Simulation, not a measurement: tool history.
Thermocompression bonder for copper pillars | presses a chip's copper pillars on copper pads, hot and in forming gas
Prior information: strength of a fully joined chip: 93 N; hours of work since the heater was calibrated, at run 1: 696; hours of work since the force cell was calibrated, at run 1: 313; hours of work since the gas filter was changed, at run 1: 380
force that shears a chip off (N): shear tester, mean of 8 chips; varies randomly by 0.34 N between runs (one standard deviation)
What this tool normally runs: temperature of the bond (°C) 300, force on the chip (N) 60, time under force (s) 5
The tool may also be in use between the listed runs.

run	day	temperature of the bond (°C)	force on the chip (N)	time under force (s)	hours of work since the heater was calibrated	hours of work since the force cell was calibrated	hours of work since the gas filter was changed	force that shears a chip off (N)
1	0.000	300	60	5	696	313	380	41.4
2	0.450	305	60	5	704	321	388	43.8
3	0.775	305	60	5	710	327	394	44.3
4	1.117	305	60	5	716	334	401	43.8
5	1.462	300	60	5	723	340	407	41.5
6	1.838	300	60	8	730	347	414	48.6
7	2.046	300	60	8	734	351	418	48.5
8	2.250	300	60	8	738	355	422	49.1
9	2.521	300	60	10	743	360	427	53.0
10	2.783	298	60	4	748	365	432	37.2
11	3.096	298	60	4	753	370	438	36.8
12	3.400	282	88	4	759	376	443	35.8
13	3.592	282	40	12	763	380	447	36.7
# day 3.829: heater calibrated with a thermocouple chip
14	4.058	316	40	4	4	387	454	38.4
15	4.338	290	42	3	9	392	459	24.7

5 options for the next run, each taken on its own from the tool as it stands now. Forecast them:
# day 4.425: forming gas filter changed
A	4.758	309	50	3	17	400	6	?
# day 4.425: forming gas filter changed
B	4.758	329	52	6	17	400	6	?
# day 4.425: forming gas filter changed
C	4.758	280	37	9	17	400	6	?
# day 4.425: forming gas filter changed
D	4.758	300	80	5	17	400	6	?
# day 4.425: forming gas filter changed
E	4.758	318	45	10	17	400	6	?

run	force that shears a chip off (N)
A	34.8
B	56.9
C	31.4
D	47.2
E	56.2
The same runs, with their run-to-run variation unchanged, on a tool lacking any hidden condition would have given:
run	force that shears a chip off (N)
A	34.8
B	56.9
C	31.4
D	47.2
E	56.2

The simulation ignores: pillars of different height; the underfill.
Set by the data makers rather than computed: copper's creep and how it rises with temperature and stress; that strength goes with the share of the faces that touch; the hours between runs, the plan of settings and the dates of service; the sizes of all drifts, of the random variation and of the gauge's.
